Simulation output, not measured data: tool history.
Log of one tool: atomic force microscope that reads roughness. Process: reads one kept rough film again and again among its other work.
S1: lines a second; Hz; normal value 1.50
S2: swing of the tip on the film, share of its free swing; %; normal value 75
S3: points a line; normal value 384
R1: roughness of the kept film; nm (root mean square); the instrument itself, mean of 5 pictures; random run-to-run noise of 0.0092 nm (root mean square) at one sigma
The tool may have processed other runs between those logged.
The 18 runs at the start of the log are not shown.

-- hour=992.8 new tip fitted
run 19 hour=992.8 | S1=1.50 S2=75 S3=384 | R1=2.078
run 20 hour=1029.4 | S1=1.50 S2=75 S3=384 | R1=2.076
run 21 hour=1087.6 | S1=1.50 S2=75 S3=384 | R1=2.071
run 22 hour=1126.2 | S1=1.50 S2=75 S3=384 | R1=2.078
-- hour=1171.6 new tip fitted
run 23 hour=1194.6 | S1=1.50 S2=75 S3=274 | R1=2.066
run 24 hour=1261.6 | S1=1.50 S2=75 S3=274 | R1=2.048
run 25 hour=1303.0 | S1=1.50 S2=75 S3=347 | R1=2.065
-- hour=1351.8 new tip fitted
run 26 hour=1365.2 | S1=1.50 S2=75 S3=347 | R1=2.073
run 27 hour=1406.6 | S1=3.96 S2=57 S3=468 | R1=2.110

Predict the results of run 28:
run 28 hour=1454.4 | S1=1.50 S2=75 S3=311 | R1=?

Run 28 yielded R1 2.061 nm (root mean square).
The same run, on a tool lacking any hidden state, would have yielded R1 2.064 nm (root mean square).

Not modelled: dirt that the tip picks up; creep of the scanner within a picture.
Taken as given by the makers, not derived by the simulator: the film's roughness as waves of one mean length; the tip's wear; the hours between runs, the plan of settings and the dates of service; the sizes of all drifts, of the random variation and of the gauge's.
